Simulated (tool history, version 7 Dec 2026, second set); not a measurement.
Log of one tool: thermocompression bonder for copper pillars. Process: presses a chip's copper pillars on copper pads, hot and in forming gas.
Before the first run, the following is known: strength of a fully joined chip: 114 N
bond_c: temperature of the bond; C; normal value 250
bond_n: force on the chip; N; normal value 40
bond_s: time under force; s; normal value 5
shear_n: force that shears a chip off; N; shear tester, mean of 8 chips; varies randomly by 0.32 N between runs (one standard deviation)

run     day  bond_c  bond_n  bond_s  shear_n
  1       0     250      40       5     67.6
  2   0.233     250      40       5     68.5
  3   0.579     271      40       5     78.8
  4   1.021     271      40       5     78.9
  5   1.433     250      40       5     68.1
  6   1.708     250      40       5     67.9
  7    2.15     250      40       5       68
  8   2.429     250      40       5     67.6
  9   2.646     228      40       5     55.8
 10   3.096     228      40       5     55.6
 11   3.483     250      40       5     67.5
 12   3.762     268      40       5     76.9
 13     4.2     268      40       5     76.5
 14   4.475     250      40       5     67.1
 15   4.812     250      40       5     67.2
 16   5.042     250      40       5     67.8
 17   5.396     250      40       5     67.3
 18   5.592     250      40       5     67.5
 19   5.804     250      40       5     67.8
 20   6.142     250      40       5       67
 21   6.342     229      40       5       56
 22   6.629     229      40       5     55.9
 23   6.929     229      40       5     55.5
 24    7.35     229      40       5     55.6
 25   7.554     265      40      12     90.7
 26     7.8     255      24       5     44.2
 27   8.167     255      24       5     44.2
 28   8.471     261      35       3       55
 29   8.746     261      52       5     87.5
 30   9.067     237      26      10     52.9
 31   9.496     237      26      10     52.4
 32   9.933     237      26      10     52.6
 33  10.221     265      41       6     80.4
 34  10.638     242      41       5     65.8
 35  10.829     224      31      12     58.5
 36  11.129     260      59       5     92.6
 37  11.467     264      36       6       73
 38  11.688     238      31      11     63.8
 39  12.017     238      31      11     63.8
 40  12.421     221      32       5     41.5
 41  12.742     250      40      12       85

Put back what was entered between runs (3 entries, withheld): which listed runs does each sit between, and how does the hidden state differ from the listed run before to the listed run after?
Logged between run 1 and run 2: forming gas filter changed (day 0.167)
  oxide that the forming gas leaves, % of the face: 0.68 -> 0.5; drift of the gauge itself on shear_n, %: 0 -> -0.06
  difference, measured minus the result without the unlogged condition, shear_n: -0.1 -> +0 N
Logged between run 26 and run 27: forming gas filter changed (day 8.162)
  oxide that the forming gas leaves, % of the face: 0.7 -> 0.51; drift of the gauge itself on shear_n, %: -2.22 -> -2.32
  difference, measured minus the result without the unlogged condition, shear_n: -1.1 -> -1.1 N
Logged between run 28 and run 29: gauge calibrated (day 8.604)
  oxide that the forming gas leaves, % of the face: 0.51 -> 0.52; drift of the gauge itself on shear_n, %: -2.41 -> -0.04
  difference, measured minus the result without the unlogged condition, shear_n: -1.4 -> +0 N

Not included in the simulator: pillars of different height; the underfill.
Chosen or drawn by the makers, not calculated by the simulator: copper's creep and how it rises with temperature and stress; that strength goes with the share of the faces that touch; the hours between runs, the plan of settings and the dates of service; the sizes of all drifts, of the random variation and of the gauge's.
